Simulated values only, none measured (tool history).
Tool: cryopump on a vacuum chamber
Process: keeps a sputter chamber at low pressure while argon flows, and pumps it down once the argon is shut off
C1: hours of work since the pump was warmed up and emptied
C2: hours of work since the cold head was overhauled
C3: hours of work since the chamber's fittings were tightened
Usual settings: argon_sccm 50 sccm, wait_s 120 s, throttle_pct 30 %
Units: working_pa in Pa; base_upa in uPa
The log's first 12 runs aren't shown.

run 13 day=14.658 | argon_sccm=86 wait_s=120 throttle_pct=30 | C1=402 C2=1493 C3=1807 | working_pa=0.4047 base_upa=2.58
run 14 day=16.075 | argon_sccm=86 wait_s=120 throttle_pct=30 | C1=426 C2=1517 C3=1831 | working_pa=0.4037 base_upa=2.75
run 15 day=16.992 | argon_sccm=86 wait_s=120 throttle_pct=30 | C1=443 C2=1534 C3=1848 | working_pa=0.4050 base_upa=2.76
run 16 day=18.825 | argon_sccm=86 wait_s=120 throttle_pct=30 | C1=475 C2=1566 C3=1880 | working_pa=0.4094 base_upa=2.77
-- day=20.733 pump warmed up, emptied and cooled again
run 17 day=20.808 | argon_sccm=86 wait_s=120 throttle_pct=30 | C1=1 C2=1597 C3=1911 | working_pa=0.3809 base_upa=2.32
run 18 day=21.771 | argon_sccm=27 wait_s=120 throttle_pct=43 | C1=18 C2=1614 C3=1928 | working_pa=0.0846 base_upa=2.45
run 19 day=22.596 | argon_sccm=37 wait_s=42 throttle_pct=17 | C1=33 C2=1628 C3=1942 | working_pa=0.2908 base_upa=3.01
run 20 day=23.421 | argon_sccm=73 wait_s=61 throttle_pct=30 | C1=47 C2=1643 C3=1957 | working_pa=0.3252 base_upa=2.87
run 21 day=24.392 | argon_sccm=86 wait_s=67 throttle_pct=52 | C1=64 C2=1660 C3=1974 | working_pa=0.2234 base_upa=2.75
run 22 day=25.238 | argon_sccm=50 wait_s=87 throttle_pct=23 | C1=79 C2=1675 C3=1989 | working_pa=0.2912 base_upa=2.68
run 23 day=27.029 | argon_sccm=50 wait_s=87 throttle_pct=23 | C1=111 C2=1706 C3=2020 | working_pa=0.2915 base_upa=2.71
run 24 day=27.958 | argon_sccm=60 wait_s=120 throttle_pct=22 | C1=127 C2=1723 C3=2037 | working_pa=0.3681 base_upa=2.62
run 25 day=28.983 | argon_sccm=60 wait_s=26 throttle_pct=21 | C1=145 C2=1741 C3=2055 | working_pa=0.3876 base_upa=3.86
run 26 day=30.188 | argon_sccm=60 wait_s=26 throttle_pct=21 | C1=166 C2=1762 C3=2076 | working_pa=0.3864 base_upa=3.88
run 27 day=31.725 | argon_sccm=61 wait_s=120 throttle_pct=20 | C1=193 C2=1789 C3=2103 | working_pa=0.4136 base_upa=2.70
run 28 day=33.242 | argon_sccm=61 wait_s=120 throttle_pct=20 | C1=220 C2=1816 C3=2130 | working_pa=0.4120 base_upa=2.75
run 29 day=34.875 | argon_sccm=64 wait_s=96 throttle_pct=20 | C1=249 C2=1845 C3=2159 | working_pa=0.4336 base_upa=2.90
run 30 day=36.104 | argon_sccm=44 wait_s=87 throttle_pct=21 | C1=270 C2=1866 C3=2180 | working_pa=0.2866 base_upa=3.04
run 31 day=37.388 | argon_sccm=44 wait_s=30 throttle_pct=26 | C1=293 C2=1889 C3=2203 | working_pa=0.2337 base_upa=3.91

Forecast each of these 5 alternatives for the next run:
run A day=39.121 | argon_sccm=59 wait_s=60 throttle_pct=29 | C1=323 C2=1919 C3=2233 | working_pa=? base_upa=?
run B day=39.121 | argon_sccm=21 wait_s=142 throttle_pct=48 | C1=323 C2=1919 C3=2233 | working_pa=? base_upa=?
run C day=39.121 | argon_sccm=38 wait_s=21 throttle_pct=22 | C1=323 C2=1919 C3=2233 | working_pa=? base_upa=?
run D day=39.121 | argon_sccm=50 wait_s=233 throttle_pct=40 | C1=323 C2=1919 C3=2233 | working_pa=? base_upa=?
run E day=39.121 | argon_sccm=55 wait_s=30 throttle_pct=23 | C1=323 C2=1919 C3=2233 | working_pa=? base_upa=?

run=A working_pa=0.2836 base_upa=3.34
run=B working_pa=0.0622 base_upa=2.91
run=C working_pa=0.2367 base_upa=4.64
run=D working_pa=0.1754 base_upa=2.82
run=E working_pa=0.3305 base_upa=4.07
Without the tool's hidden state the same runs would have given:
run=A working_pa=0.2712 base_upa=0.90
run=B working_pa=0.0578 base_upa=0.50
run=C working_pa=0.2287 base_upa=2.19
run=D working_pa=0.1650 base_upa=0.39
run=E working_pa=0.3189 base_upa=1.61

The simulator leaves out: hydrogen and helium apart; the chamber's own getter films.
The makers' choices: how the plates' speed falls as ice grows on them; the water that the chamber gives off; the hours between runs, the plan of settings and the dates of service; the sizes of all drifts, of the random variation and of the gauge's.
